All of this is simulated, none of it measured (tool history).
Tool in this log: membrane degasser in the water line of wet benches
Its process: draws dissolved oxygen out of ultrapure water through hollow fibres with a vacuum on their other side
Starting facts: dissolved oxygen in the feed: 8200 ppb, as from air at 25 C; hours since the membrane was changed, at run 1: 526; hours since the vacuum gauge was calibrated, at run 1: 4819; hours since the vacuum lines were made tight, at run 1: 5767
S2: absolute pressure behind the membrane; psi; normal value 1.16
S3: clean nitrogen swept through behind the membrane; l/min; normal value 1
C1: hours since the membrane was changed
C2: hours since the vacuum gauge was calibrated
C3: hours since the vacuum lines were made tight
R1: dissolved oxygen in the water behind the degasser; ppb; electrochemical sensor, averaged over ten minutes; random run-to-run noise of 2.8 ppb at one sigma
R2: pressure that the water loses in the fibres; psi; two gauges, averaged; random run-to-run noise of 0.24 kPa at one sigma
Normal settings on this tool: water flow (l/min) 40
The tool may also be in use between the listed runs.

run 1 hour=0 | water_flow_(l/min)=40 S2=1.16 S3=1 | C1=526 C2=4819 C3=5767 | R1=375 R2=8.823
run 2 hour=152 | water_flow_(l/min)=40 S2=1.16 S3=1 | C1=678 C2=4971 C3=5918 | R1=372.9 R2=8.849
run 3 hour=249.1 | water_flow_(l/min)=40 S2=1.16 S3=1 | C1=775 C2=5068 C3=6016 | R1=373.5 R2=8.885
run 4 hour=402.7 | water_flow_(l/min)=40 S2=1.16 S3=1 | C1=929 C2=5222 C3=6169 | R1=376.2 R2=8.805
run 5 hour=493.2 | water_flow_(l/min)=40 S2=1.16 S3=0.42 | C1=1019 C2=5312 C3=6260 | R1=683.9 R2=8.85
run 6 hour=661.6 | water_flow_(l/min)=40 S2=1.16 S3=0.42 | C1=1187 C2=5481 C3=6428 | R1=680.6 R2=8.805
run 7 hour=808.1 | water_flow_(l/min)=40 S2=1.16 S3=1 | C1=1334 C2=5627 C3=6575 | R1=371.9 R2=8.824
run 8 hour=887 | water_flow_(l/min)=40 S2=1.26 S3=1 | C1=1413 C2=5706 C3=6653 | R1=422.7 R2=8.873
-- hour=960.6 seals of the vacuum lines changed
run 9 hour=1013.6 | water_flow_(l/min)=40 S2=1.26 S3=1 | C1=1537 C2=5831 C3=53 | R1=427.1 R2=8.83
run 10 hour=1178.2 | water_flow_(l/min)=43 S2=2.518 S3=1.87 | C1=1702 C2=5995 C3=218 | R1=668.9 R2=9.472
run 11 hour=1334.2 | water_flow_(l/min)=43 S2=2.518 S3=1.87 | C1=1858 C2=6151 C3=374 | R1=666.2 R2=9.404
run 12 hour=1449.2 | water_flow_(l/min)=43 S2=0.869 S3=0.92 | C1=1973 C2=6266 C3=489 | R1=251.6 R2=9.496
run 13 hour=1517.8 | water_flow_(l/min)=26 S2=0.869 S3=1.06 | C1=2042 C2=6335 C3=557 | R1=145.5 R2=5.732

Subtracting, for every run, the result it would have given without the tool's unlogged condition from the measured result gives the following. The same run-to-run variation enters both numbers; the gauge's scatter may not:
Hidden state at play: membrane still open, %; true pressure behind the membrane over the reading, kPa; air that leaks in behind the membrane, l/min; drift of the gauge itself on oxygen_ppb, %; drift of the gauge itself on loss_of_pressure_kpa, %.
run=1 R2=+0.001
run=2 R2=-0.007
run=3 R2=-0.01
run=4 R2=-0.017
run=5 R2=-0.023
run=6 R2=-0.03
run=7 R2=-0.038
run=8 R2=-0.041
run=9 R2=-0.048
run=10 R2=-0.059
run=11 R2=-0.068
run=12 R2=-0.074
run=13 R2=-0.046
R1: at most 0.5 ppb away from the measurement, every run.

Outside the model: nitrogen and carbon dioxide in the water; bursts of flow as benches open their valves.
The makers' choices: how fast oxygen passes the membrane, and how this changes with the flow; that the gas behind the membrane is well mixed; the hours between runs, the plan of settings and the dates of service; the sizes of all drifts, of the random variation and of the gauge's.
